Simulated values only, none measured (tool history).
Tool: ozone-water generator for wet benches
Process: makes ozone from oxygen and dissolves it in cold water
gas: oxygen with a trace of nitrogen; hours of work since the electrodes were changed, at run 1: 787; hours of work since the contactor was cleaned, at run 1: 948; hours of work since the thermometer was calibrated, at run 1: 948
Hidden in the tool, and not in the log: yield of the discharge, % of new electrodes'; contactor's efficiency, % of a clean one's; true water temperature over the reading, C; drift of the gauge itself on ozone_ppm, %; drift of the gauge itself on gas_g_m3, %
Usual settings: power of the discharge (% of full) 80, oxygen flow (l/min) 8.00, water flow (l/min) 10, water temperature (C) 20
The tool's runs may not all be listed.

run    hour  power of the discharge (% of full)  oxygen flow (l/min)  water flow (l/min)  water temperature (C)  hours of work since the electrodes were changed  hours of work since the contactor was cleaned  hours of work since the thermometer was calibrated  dissolved ozone (ppm)  ozone in the gas ahead of the water (g/m3)
  1     0.0                                  80                 8.00                  10                     20                                              787                                            948                                                 948                   37.4                                       205.3
  2    56.4                                  80                12.91                  10                     20                                              821                                            983                                                 983                   30.1                                       148.7
  3   145.8                                  80                12.91                  10                     20                                              876                                           1038                                                1038                   30.7                                       149.1
  4   237.2                                  80                12.91                  10                     20                                              932                                           1094                                                1094                   31.1                                       151.0
  5   312.7                                  80                12.91                  10                     20                                              978                                           1140                                                1140                   30.6                                       149.8
  6   381.6                                  80                12.91                  10                     20                                             1021                                           1182                                                1182                   30.4                                       148.9
  7   445.2                                  80                 8.00                  12                     20                                             1060                                           1221                                                1221                   35.0                                       202.4
  8   502.3                                  80                 8.00                  10                     20                                             1095                                           1256                                                1256                   37.7                                       203.3
  9   556.2                                  80                 8.00                  10                     20                                             1128                                           1289                                                1289                   37.2                                       202.3
 10   605.9                                  50                 8.00                  10                     20                                             1158                                           1320                                                1320                   28.3                                       152.5
 11   702.5                                  50                 8.00                  10                     20                                             1218                                           1379                                                1379                   27.9                                       149.7
 12   749.2                                  80                11.42                  10                     20                                             1246                                           1408                                                1408                   32.4                                       160.4
 13   789.6                                  80                11.42                  10                     20                                             1271                                           1433                                                1433                   32.3                                       160.8
 14   837.6                                  80                 8.00                   7                     20                                             1300                                           1462                                                1462                   42.4                                       202.8
 15   915.9                                  80                 8.00                  10                     19                                             1349                                           1510                                                1510                   37.8                                       201.6
 16   976.6                                  80                 6.96                  10                     19                                             1386                                           1547                                                1547                   39.6                                       219.6
 17  1066.7                                  48                 8.00                  10                     20                                             1441                                           1603                                                1603                   27.3                                       146.3
 18  1136.9                                  94                 5.80                  12                     14                                             1484                                           1646                                                1646                   47.0                                       270.1
 19  1192.8                                  68                 8.00                   7                     23                                             1518                                           1680                                                1680                   35.8                                       181.0
 20  1265.7                                  80                 8.00                  12                     15                                             1563                                           1725                                                1725                   38.5                                       200.4
 21  1309.9                                  80                 8.00                  12                     15                                             1590                                           1752                                                1752                   38.4                                       199.8
 22  1388.2                                  52                 9.47                  11                     20                                             1638                                           1800                                                1800                   25.7                                       137.4
 23  1442.8                                  49                 8.00                  12                     23                                             1672                                           1833                                                1833                   24.0                                       147.8
 24  1528.5                                  59                 8.00                   7                     23                                             1724                                           1886                                                1886                   32.8                                       165.1
 25  1610.0                                  57                 8.00                   7                     19                                             1774                                           1936                                                1936                   35.0                                       161.7
 26  1686.2                                  57                 8.00                  15                     19                                             1821                                           1983                                                1983                   25.5                                       163.0
     1728.0  -- gauge calibrated
 27  1739.6                                  97                14.07                   6                     19                                             1854                                           2015                                                2015                   39.1                                       159.5
 28  1832.6                                  97                14.07                   6                     19                                             1911                                           2072                                                2072                   38.7                                       162.7
 29  1917.7                                  59                 5.58                   8                     14                                             1963                                           2125                                                2125                   43.7                                       213.7
 30  2001.8                                  86                 5.58                   8                     14                                             2015                                           2176                                                2176                   56.2                                       268.5
 31  2083.5                                  80                 8.00                  16                     20                                             2065                                           2226                                                2226                   29.7                                       202.4
 32  2138.4                                  80                 8.00                  16                     20                                             2099                                           2260                                                2260                   29.9                                       203.9
 33  2222.1                                  41                13.15                  13                     24                                             2150                                           2311                                                2311                   16.5                                        96.4

Hidden state at the last listed run before each entry between runs and at the first one after, where it differs:
Between runs 26 and 27: gauge calibrated (hour 1728.0)
  drift of the gauge itself on gas_g_m3, %: -2.93 -> -0.02
  measured less the result without the state, ozone in the gas ahead of the water (g/m3): -4.9 -> -0.1
